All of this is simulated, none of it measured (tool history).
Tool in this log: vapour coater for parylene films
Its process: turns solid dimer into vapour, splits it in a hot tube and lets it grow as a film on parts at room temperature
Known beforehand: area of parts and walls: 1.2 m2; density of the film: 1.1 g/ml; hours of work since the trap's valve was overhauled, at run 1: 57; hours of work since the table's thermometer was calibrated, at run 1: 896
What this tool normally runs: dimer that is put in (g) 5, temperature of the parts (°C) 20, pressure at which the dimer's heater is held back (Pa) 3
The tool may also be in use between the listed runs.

run    hour  dimer that is put in (g)  temperature of the parts (°C)  pressure at which the dimer's heater is held back (Pa)  hours of work since the trap's valve was overhauled  hours of work since the table's thermometer was calibrated  thickness of the film (µm)
  1       0                         5                             20                                                       3                                                   57                                                         896                        2.77
  2      57                         5                             20                                                       3                                                  101                                                         940                        2.69
  3   121.1                         5                             20                                                       3                                                  151                                                         989                        2.64
  4   162.7                         5                             20                                                       3                                                  183                                                        1021                        2.59
      203.2  -- trap's valve overhauled
  5   222.6                         5                             20                                                       3                                                   15                                                        1064                        2.79
  6   306.2                         5                             20                                                       3                                                   80                                                        1129                         2.7
  7   371.8                         5                             20                                                       3                                                  130                                                        1180                        2.61
        380  -- table's thermometer calibrated
  8   413.1                         5                             20                                                       3                                                  162                                                          26                        2.61
  9   460.1                         5                             20                                                       3                                                  198                                                          62                        2.54
      480.7  -- trap's valve overhauled
 10   530.8                         5                             20                                                       3                                                   39                                                         113                        2.87
 11   578.4                         5                             20                                                    7.79                                                   75                                                         150                        2.33
 12   653.9                         3                             20                                                       3                                                  134                                                         209                        1.62
 13   698.1                         3                             20                                                       3                                                  168                                                         243                        1.58
      758.4  -- trap's valve overhauled
 14   768.7                         3                             20                                                       3                                                    8                                                         294                         1.7
 15     803                         7                             28                                                    7.96                                                   35                                                         321                        2.65
 16   873.9                         7                             28                                                    7.96                                                   89                                                         376                        2.51
 17   946.7                         5                             24                                                    2.34                                                  146                                                         432                        2.52
 18  1018.8                         5                             20                                                    8.25                                                  201                                                         488                        2.09
     1036.7  -- trap's valve overhauled
 19  1079.4                         3                             15                                                   11.92                                                   33                                                         531                        1.52
 20  1120.9                         6                             13                                                   11.92                                                   65                                                         563                        3.18
 21    1173                         6                             13                                                   11.92                                                  105                                                         604                        3.12
 22  1236.6                         6                             18                                                       3                                                  155                                                         653                        3.29
       1313  -- trap's valve overhauled
 23  1317.8                         6                             32                                                    2.53                                                    4                                                         713                        2.45
 24  1386.2                         3                             20                                                    2.48                                                   57                                                         765                         1.7
 25  1446.4                         3                             13                                                    5.94                                                  103                                                         812                        1.74
 26  1520.4                         3                             13                                                    5.94                                                  160                                                         869                        1.72
 27  1573.6                         5                             20                                                   10.05                                                  201                                                         910                        2.04
     1589.6  -- trap's valve overhauled
 28    1637                         5                             20                                                       3                                                   37                                                         956                        2.79

Pick out some run-to-run changes in thickness of the film (µm). Of each, how much would a tool without hidden state show as well, from the settings, what came in and chance, and how much is left for the hidden state and any gauge scatter not in both results compared?
Hidden state at play: vapour lost through the trap's worn valve, %; true temperature of the parts over the reading, C; drift of the gauge itself on film_um, %.
Run 9 -> 10: trap's valve overhauled. thickness of the film (µm) +0.33: hidden state +0.27, all else +0.06.
Run 14 -> 15: dimer that is put in (g) 3 -> 7, temperature of the parts (°C) 20 -> 28, pressure at which the dimer's heater is held back (Pa) 3 -> 7.96. thickness of the film (µm) +0.95: hidden state -0.05, all else +1.
Run 19 -> 20: dimer that is put in (g) 3 -> 6, temperature of the parts (°C) 15 -> 13. thickness of the film (µm) +1.66: hidden state -0.13, all else +1.79.
Run 22 -> 23: temperature of the parts (°C) 18 -> 32, pressure at which the dimer's heater is held back (Pa) 3 -> 2.53, trap's valve overhauled. thickness of the film (µm) -0.84: hidden state +0.31, all else -1.15.
